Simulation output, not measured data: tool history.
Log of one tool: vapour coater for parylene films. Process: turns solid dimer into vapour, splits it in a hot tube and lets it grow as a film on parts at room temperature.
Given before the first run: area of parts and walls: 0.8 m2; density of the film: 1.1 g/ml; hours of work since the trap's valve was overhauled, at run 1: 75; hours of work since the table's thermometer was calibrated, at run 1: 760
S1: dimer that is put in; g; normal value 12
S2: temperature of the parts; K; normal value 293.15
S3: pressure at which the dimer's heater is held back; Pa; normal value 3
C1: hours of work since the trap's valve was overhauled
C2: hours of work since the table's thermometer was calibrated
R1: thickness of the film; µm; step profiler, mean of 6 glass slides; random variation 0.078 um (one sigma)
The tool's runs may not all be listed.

run 1 hour=0 | S1=12 S2=293.15 S3=3 | C1=75 C2=760 | R1=9.36
run 2 hour=45.6 | S1=12 S2=293.15 S3=3 | C1=105 C2=790 | R1=9.17
run 3 hour=66.2 | S1=12 S2=293.15 S3=3 | C1=119 C2=804 | R1=9.03
run 4 hour=101.1 | S1=12 S2=293.15 S3=3 | C1=142 C2=827 | R1=9.04
run 5 hour=125.4 | S1=9 S2=293.15 S3=3 | C1=158 C2=843 | R1=6.71
run 6 hour=164.4 | S1=12 S2=293.15 S3=2.9 | C1=184 C2=869 | R1=9.1
-- hour=171.2 trap's valve overhauled
run 7 hour=195.7 | S1=12 S2=293.15 S3=7.49 | C1=16 C2=887 | R1=7.56
run 8 hour=219.1 | S1=12 S2=293.15 S3=7.49 | C1=32 C2=903 | R1=7.71
run 9 hour=263.4 | S1=9 S2=300.15 S3=2.26 | C1=61 C2=932 | R1=5.57
run 10 hour=293.2 | S1=9 S2=300.15 S3=2.26 | C1=81 C2=952 | R1=5.5
run 11 hour=316.8 | S1=8 S2=292.15 S3=2.69 | C1=97 C2=968 | R1=5.82

What if the next run were any one of these 4? Each begins from the tool's condition after run 11:
run A hour=344.7 | S1=14 S2=292.15 S3=2.69 | C1=115 C2=986 | R1=?
run B hour=344.7 | S1=8 S2=292.15 S3=5.39 | C1=115 C2=986 | R1=?
run C hour=344.7 | S1=6 S2=303.15 S3=3 | C1=115 C2=986 | R1=?
run D hour=344.7 | S1=12 S2=288.15 S3=6.3 | C1=115 C2=986 | R1=?

run=A R1=10.02
run=B R1=5.3
run=C R1=3.32
run=D R1=8.5
Without the tool's hidden state the same runs would have given:
run=A R1=11.28
run=B R1=5.97
run=C R1=3.73
run=D R1=9.57
